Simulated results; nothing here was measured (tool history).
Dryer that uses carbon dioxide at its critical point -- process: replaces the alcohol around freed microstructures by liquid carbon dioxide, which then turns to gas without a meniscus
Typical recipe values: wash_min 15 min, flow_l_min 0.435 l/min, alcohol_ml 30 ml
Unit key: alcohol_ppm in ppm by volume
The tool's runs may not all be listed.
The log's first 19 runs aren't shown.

{"run": 20, "hour": 179.4, "wash_min": 16, "flow_l_min": 0.265, "alcohol_ml": 30, "alcohol_ppm": 794}
{"run": 21, "hour": 191.1, "wash_min": 18, "flow_l_min": 0.536, "alcohol_ml": 30, "alcohol_ppm": 73}
{"run": 22, "hour": 197.5, "wash_min": 18, "flow_l_min": 0.536, "alcohol_ml": 30, "alcohol_ppm": 73}
{"run": 23, "hour": 204.3, "wash_min": 18, "flow_l_min": 0.412, "alcohol_ml": 56, "alcohol_ppm": 148}
{"run": 24, "hour": 215.0, "wash_min": 18, "flow_l_min": 0.317, "alcohol_ml": 46, "alcohol_ppm": 368}
{"run": 25, "hour": 228.1, "wash_min": 11, "flow_l_min": 0.317, "alcohol_ml": 46, "alcohol_ppm": 2231}
{"run": 26, "hour": 238.9, "wash_min": 9, "flow_l_min": 0.36, "alcohol_ml": 107, "alcohol_ppm": 6167}
{"run": 27, "hour": 245.3, "wash_min": 9, "flow_l_min": 0.36, "alcohol_ml": 107, "alcohol_ppm": 6363}
{"run": 28, "hour": 255.9, "wash_min": 10, "flow_l_min": 0.434, "alcohol_ml": 42, "alcohol_ppm": 948}
{"run": 29, "hour": 263.6, "wash_min": 10, "flow_l_min": 0.434, "alcohol_ml": 42, "alcohol_ppm": 929}
{"run": 30, "hour": 272.3, "wash_min": 10, "flow_l_min": 0.434, "alcohol_ml": 42, "alcohol_ppm": 970}

3 ways to go on from here, each from the tool as it stands after run 30. What would each give?
{"run": "A", "hour": 280.5, "wash_min": 21, "flow_l_min": 0.352, "alcohol_ml": 30, "alcohol_ppm": "?"}
{"run": "B", "hour": 280.5, "wash_min": 15, "flow_l_min": 0.27, "alcohol_ml": 30, "alcohol_ppm": "?"}
{"run": "C", "hour": 280.5, "wash_min": 12, "flow_l_min": 0.269, "alcohol_ml": 74, "alcohol_ppm": "?"}

run=A alcohol_ppm=122
run=B alcohol_ppm=1029
run=C alcohol_ppm=4774
Without the tool's hidden state the same runs would have given:
run=A alcohol_ppm=35
run=B alcohol_ppm=791
run=C alcohol_ppm=4037
